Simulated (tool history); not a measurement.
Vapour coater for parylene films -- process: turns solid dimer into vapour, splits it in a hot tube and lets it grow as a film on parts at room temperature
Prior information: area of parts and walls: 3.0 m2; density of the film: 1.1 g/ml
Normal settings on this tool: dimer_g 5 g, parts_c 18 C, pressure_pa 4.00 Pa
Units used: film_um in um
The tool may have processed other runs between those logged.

run	hour	dimer_g	parts_c	pressure_pa	film_um
1	0.0	5	18	4.00	0.913
2	47.9	5	18	4.00	0.903
3	116.3	5	18	4.00	0.919
4	154.2	5	18	4.00	0.895
5	207.3	5	18	4.00	0.887
6	276.9	5	18	4.00	0.880
# hour 322.6: trap's valve overhauled
7	330.1	5	18	4.00	0.952
8	397.3	5	18	4.00	0.919
9	442.5	5	18	4.00	0.931
10	505.6	5	21	4.00	0.844
11	563.4	5	21	4.00	0.838
12	610.8	5	15	4.00	0.978
13	653.9	5	18	5.47	0.878
14	722.0	3	18	4.00	0.543
15	752.5	3	18	4.00	0.541
# hour 801.0: trap's valve overhauled
16	801.7	5	18	4.00	0.927
17	871.3	3	12	3.91	0.657
18	904.1	3	12	3.91	0.644
19	958.8	5	15	2.70	1.026
20	1007.2	4	22	9.59	0.606
21	1066.8	4	22	9.59	0.607
22	1108.2	6	17	10.01	1.016
23	1174.7	6	17	10.01	1.024
24	1211.9	5	18	4.00	0.884
# hour 1279.4: trap's valve overhauled
25	1283.7	5	18	4.00	0.925
26	1319.9	7	18	10.24	1.194
27	1354.2	9	14	8.48	1.715
28	1410.9	9	14	8.48	1.711
29	1463.3	7	14	5.93	1.373
30	1533.9	7	14	5.93	1.348
31	1580.4	4	12	4.00	0.827

Consider 5 possible next runs. They are alternatives, not a sequence: every one starts from the tool as it was left by run 31. What does each give?
A	1614.6	2	23	4.00	?
B	1614.6	5	12	7.74	?
C	1614.6	3	15	7.19	?
D	1614.6	3	12	6.44	?
E	1614.6	7	23	3.48	?

run	film_um
A	0.307
B	0.984
C	0.538
D	0.592
E	1.104
Stripped of hidden state, with their random variation kept, the same runs would have yielded:
run	film_um
A	0.331
B	1.060
C	0.581
D	0.639
E	1.190

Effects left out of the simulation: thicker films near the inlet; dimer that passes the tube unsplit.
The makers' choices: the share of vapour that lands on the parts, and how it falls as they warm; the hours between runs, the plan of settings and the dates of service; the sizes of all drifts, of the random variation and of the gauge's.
